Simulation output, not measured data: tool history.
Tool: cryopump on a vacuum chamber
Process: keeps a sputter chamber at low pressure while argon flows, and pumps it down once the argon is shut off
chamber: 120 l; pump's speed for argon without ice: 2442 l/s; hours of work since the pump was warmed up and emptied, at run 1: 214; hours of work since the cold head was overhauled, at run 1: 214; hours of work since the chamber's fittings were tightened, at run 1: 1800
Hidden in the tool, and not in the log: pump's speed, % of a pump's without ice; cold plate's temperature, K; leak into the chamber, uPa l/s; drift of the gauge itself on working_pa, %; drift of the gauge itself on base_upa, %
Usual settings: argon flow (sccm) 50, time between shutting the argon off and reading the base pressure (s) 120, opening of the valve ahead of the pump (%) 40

run   hour  argon flow (sccm)  time between shutting the argon off and reading the base pressure (s)  opening of the valve ahead of the pump (%)  hours of work since the pump was warmed up and emptied  hours of work since the cold head was overhauled  hours of work since the chamber's fittings were tightened  pressure while argon flows (Pa)  pressure after the wait (uPa)
  1      0                 50                                                                    120                                          40                                                     214                                               214                                                       1800                           0.0876                           1.42
  2   15.4                 50                                                                    120                                          58                                                     226                                               226                                                       1812                           0.0616                           1.43
  3   35.1                 50                                                                    120                                          20                                                     241                                               241                                                       1827                           0.1769                           1.48
  4   47.6                 50                                                                    120                                          20                                                     251                                               251                                                       1837                           0.1746                           1.49
  5   62.4                 50                                                                    120                                          20                                                     263                                               263                                                       1849                           0.1741                           1.49
  6     83                 50                                                                    120                                          20                                                     279                                               279                                                       1865                           0.1753                           1.48
  7  104.5                 50                                                                    120                                          20                                                     295                                               295                                                       1882                           0.1751                           1.53
  8  120.6                 50                                                                    120                                          20                                                     308                                               308                                                       1894                           0.1764                           1.48
  9  138.5                 50                                                                    282                                          40                                                     322                                               322                                                       1908                           0.0898                           1.26
 10  149.6                 28                                                                    100                                          59                                                     331                                               331                                                       1917                           0.0339                           1.55
 11    161                 28                                                                    145                                          53                                                     340                                               340                                                       1926                           0.0394                           1.48
 12  174.2                 40                                                                     22                                          24                                                     350                                               350                                                       1936                           0.1188                           3.15
 13  194.9                 29                                                                     66                                          27                                                     366                                               366                                                       1952                           0.0769                           1.87
 14  214.3                 29                                                                     66                                          27                                                     381                                               381                                                       1967                           0.0764                            1.9
 15  228.2                 29                                                                     66                                          27                                                     392                                               392                                                       1978                           0.0779                           1.82
 16  240.2                 29                                                                     40                                          27                                                     401                                               401                                                       1987                           0.0777                           2.37

Forecast run 17:
 17  259.2                 80                                                                    120                                          47                                                     416                                               416                                                       2002                                ?                              ?

Run 17 gave pressure while argon flows (Pa) 0.1254, pressure after the wait (uPa) 1.58.
Without the tool's hidden state the same run would have given pressure while argon flows (Pa) 0.118, pressure after the wait (uPa) 0.5.

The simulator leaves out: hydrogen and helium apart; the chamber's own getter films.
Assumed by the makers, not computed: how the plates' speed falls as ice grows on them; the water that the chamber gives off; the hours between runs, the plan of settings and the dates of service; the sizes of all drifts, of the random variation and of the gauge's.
